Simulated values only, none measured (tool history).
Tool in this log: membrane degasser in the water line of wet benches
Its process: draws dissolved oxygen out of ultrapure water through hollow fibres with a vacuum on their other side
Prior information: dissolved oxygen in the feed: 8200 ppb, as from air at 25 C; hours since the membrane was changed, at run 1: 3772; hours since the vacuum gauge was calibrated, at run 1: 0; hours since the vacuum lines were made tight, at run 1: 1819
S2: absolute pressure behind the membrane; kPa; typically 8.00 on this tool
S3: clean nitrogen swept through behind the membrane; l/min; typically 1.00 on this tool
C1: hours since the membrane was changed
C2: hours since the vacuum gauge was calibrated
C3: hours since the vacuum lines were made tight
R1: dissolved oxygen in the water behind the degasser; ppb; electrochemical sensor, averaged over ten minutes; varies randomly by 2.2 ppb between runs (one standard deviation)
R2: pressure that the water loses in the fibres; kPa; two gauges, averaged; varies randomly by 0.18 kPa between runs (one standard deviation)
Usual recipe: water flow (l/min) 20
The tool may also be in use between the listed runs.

Run 1, day 0.000: usual settings; C1 3772; C2 0; C3 1819. Result: R1 214.7 ppb, R2 31.76 kPa.
Run 2, day 4.092: usual settings; C1 3871; C2 98; C3 1917. Result: R1 214.2 ppb, R2 31.73 kPa.
Run 3, day 5.838: usual settings; C1 3912; C2 140; C3 1959. Result: R1 214.6 ppb, R2 31.80 kPa.
Run 4, day 9.688: usual settings; C1 4005; C2 233; C3 2052. Result: R1 216.2 ppb, R2 31.59 kPa.
Run 5, day 14.025: usual settings; C1 4109; C2 337; C3 2156. Result: R1 218.9 ppb, R2 31.83 kPa.
Run 6, day 17.242: usual settings; C1 4186; C2 414; C3 2233. Result: R1 214.0 ppb, R2 31.52 kPa.
Run 7, day 20.279: usual settings; C1 4259; C2 487; C3 2306. Result: R1 214.3 ppb, R2 31.61 kPa.
Run 8, day 23.296: usual settings; C1 4331; C2 559; C3 2378. Result: R1 214.2 ppb, R2 31.86 kPa.
Run 9, day 27.275: usual settings; C1 4427; C2 655; C3 2474. Result: R1 217.8 ppb, R2 31.72 kPa.
Run 10, day 30.621: usual settings but water flow (l/min) 30; C1 4507; C2 735; C3 2554. Result: R1 335.9 ppb, R2 47.92 kPa.
Run 11, day 34.508: usual settings but water flow (l/min) 30; C1 4601; C2 828; C3 2647. Result: R1 333.5 ppb, R2 47.48 kPa.
At day 34.808: vacuum gauge calibrated.
Run 12, day 36.975: usual settings but water flow (l/min) 30; C1 4659; C2 52; C3 2706. Result: R1 330.0 ppb, R2 48.13 kPa.
Run 13, day 39.762: usual settings but water flow (l/min) 30; C1 4726; C2 119; C3 2773. Result: R1 338.8 ppb, R2 47.87 kPa.
Run 14, day 41.842: usual settings but S2 4.96 kPa, S3 1.95 l/min; C1 4776; C2 169; C3 2823. Result: R1 47.1 ppb, R2 31.71 kPa.
Run 15, day 45.975: usual settings but S2 6.62 kPa; C1 4875; C2 268; C3 2922. Result: R1 158.5 ppb, R2 31.97 kPa.
Run 16, day 50.008: usual settings but S2 6.62 kPa; C1 4972; C2 365; C3 3019. Result: R1 154.1 ppb, R2 31.97 kPa.
Run 17, day 52.142: usual settings but S2 6.62 kPa; C1 5023; C2 416; C3 3070. Result: R1 159.4 ppb, R2 31.89 kPa.
Run 18, day 53.896: usual settings but water flow (l/min) 25, S2 14.67 kPa, S3 0.67 l/min; C1 5065; C2 458; C3 3112. Result: R1 829.8 ppb, R2 39.82 kPa.
At day 56.004: vacuum gauge calibrated, once more.
Run 19, day 56.050: usual settings but water flow (l/min) 25, S2 5.17 kPa, S3 2.00 l/min; C1 5117; C2 1; C3 3163. Result: R1 77.2 ppb, R2 39.87 kPa.
Run 20, day 60.033: usual settings but water flow (l/min) 25, S2 5.17 kPa, S3 2.00 l/min; C1 5212; C2 97; C3 3259. Result: R1 76.1 ppb, R2 40.14 kPa.
Run 21, day 64.133: usual settings but water flow (l/min) 25, S2 5.17 kPa, S3 2.00 l/min; C1 5311; C2 195; C3 3357. Result: R1 75.0 ppb, R2 39.86 kPa.

What if the next run were any one of these 5? Each begins from the tool's condition after run 21:
Run A, day 66.425: usual settings but water flow (l/min) 28, S2 19.43 kPa; C1 5366; C2 250; C3 3412. Result: R1 ?, R2 ?.
Run B, day 66.425: usual settings but water flow (l/min) 21, S2 18.41 kPa, S3 1.08 l/min; C1 5366; C2 250; C3 3412. Result: R1 ?, R2 ?.
Run C, day 66.425: usual settings but water flow (l/min) 25, S2 5.19 kPa, S3 2.00 l/min; C1 5366; C2 250; C3 3412. Result: R1 ?, R2 ?.
Run D, day 66.425: usual settings but S2 13.71 kPa, S3 1.34 l/min; C1 5366; C2 250; C3 3412. Result: R1 ?, R2 ?.
Run E, day 66.425: usual settings but water flow (l/min) 13, S3 0.66 l/min; C1 5366; C2 250; C3 3412. Result: R1 ?, R2 ?.

run     R1     R2
  A  908.1  44.73
  B  635.2  33.53
  C   75.5  40.12
  D  364.1  32.11
  E  213.9  20.68
Without the tool's unlogged condition, the same runs would have read:
run     R1     R2
  A  898.0  43.70
  B  626.1  32.76
  C   71.1  39.20
  D  357.3  31.37
  E  208.4  20.21
